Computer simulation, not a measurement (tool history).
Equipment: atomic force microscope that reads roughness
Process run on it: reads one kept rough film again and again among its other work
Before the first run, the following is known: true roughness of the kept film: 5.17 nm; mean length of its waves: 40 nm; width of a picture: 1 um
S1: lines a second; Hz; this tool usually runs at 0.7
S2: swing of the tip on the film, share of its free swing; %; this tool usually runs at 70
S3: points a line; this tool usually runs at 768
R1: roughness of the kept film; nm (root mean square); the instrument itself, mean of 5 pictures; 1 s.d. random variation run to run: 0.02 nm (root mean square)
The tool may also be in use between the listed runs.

run   hour     S1  S2   S3     R1
  1      0    0.7  70  768   4.81
  2    6.6    0.7  87  768   4.75
  3   15.2    0.7  87  768  4.692
  4   21.6    0.7  87  768  4.756
  5   26.2    0.7  87  768  4.735
  6   34.7    0.7  87  768   4.74
  7   39.8    0.7  87  768   4.72
  8   47.9    0.7  87  768  4.753
  9   55.6    0.7  70  768  4.781
 10   62.1    0.7  70  768  4.815
 11   67.5    0.7  82  768  4.766
 12     74    0.7  70  997  4.798
 13     83  3.608  70  997  4.543
 14   91.9    0.7  70  458  4.794
 15     96    0.7  70  938  4.793
 16  100.3    0.7  70  938  4.799
 17  106.2    0.7  70  938  4.799
 18  112.2    0.7  70  938  4.818
 19  120.2    0.7  70  938   4.78
 20  126.5    0.7  70  938  4.763
 21    134    0.7  70  595  4.756
 22  140.4    0.7  70  768  4.805
 23  146.6    0.7  70  768  4.773
 24  153.3    0.7  70  768  4.751
 25  157.3    0.7  84  768  4.703
 26  161.9    0.7  84  768  4.709
 27  166.7    0.7  70  768  4.793
 28  171.8    0.7  70  768  4.784
 29  179.1  3.109  70  768   4.65
 30  184.5  0.974  58  664   4.82
 31  189.1  0.974  62  588  4.805
 32  194.6  0.729  70  332  4.762
 33  198.3  0.729  70  332  4.776
 34  207.1    0.7  63  768  4.841
 35  213.7    0.7  63  768  4.856
 36  222.3  1.385  76  868  4.717
 37  226.8  1.497  59  826  4.801
 38  235.1  1.497  59  826  4.806
 39  243.1    0.7  60  294  4.797
 40  251.7    0.7  70  814  4.827
 41  255.4  0.938  67  260  4.742
 42  259.3  0.938  67  260  4.775
 43  265.1  2.496  84  998  4.441
 44  270.5   3.25  84  572  4.369
 45  279.6    0.7  66  768  4.795
 46  288.6  1.303  70  344  4.701
 47    296  1.303  70  409  4.732
 48    302  0.808  58  768  4.783
 49  307.6  0.808  58  768  4.831
 50  312.7  0.808  58  768   4.87
 51  321.2  2.386  76  689  4.593
 52  330.1  2.386  76  689  4.576
 53  335.9  3.748  76  268  4.407

Between the runs listed above, the log contained 1 entry, not reproduced here. Where in the sequence does each belong, and how does what the log doesn't record of the tool's condition differ from the listed run before to the listed run after?
In the gap between runs 27 and 28: new tip fitted (hour 168.6)
  radius of the tip, nm: 5.2 -> 5

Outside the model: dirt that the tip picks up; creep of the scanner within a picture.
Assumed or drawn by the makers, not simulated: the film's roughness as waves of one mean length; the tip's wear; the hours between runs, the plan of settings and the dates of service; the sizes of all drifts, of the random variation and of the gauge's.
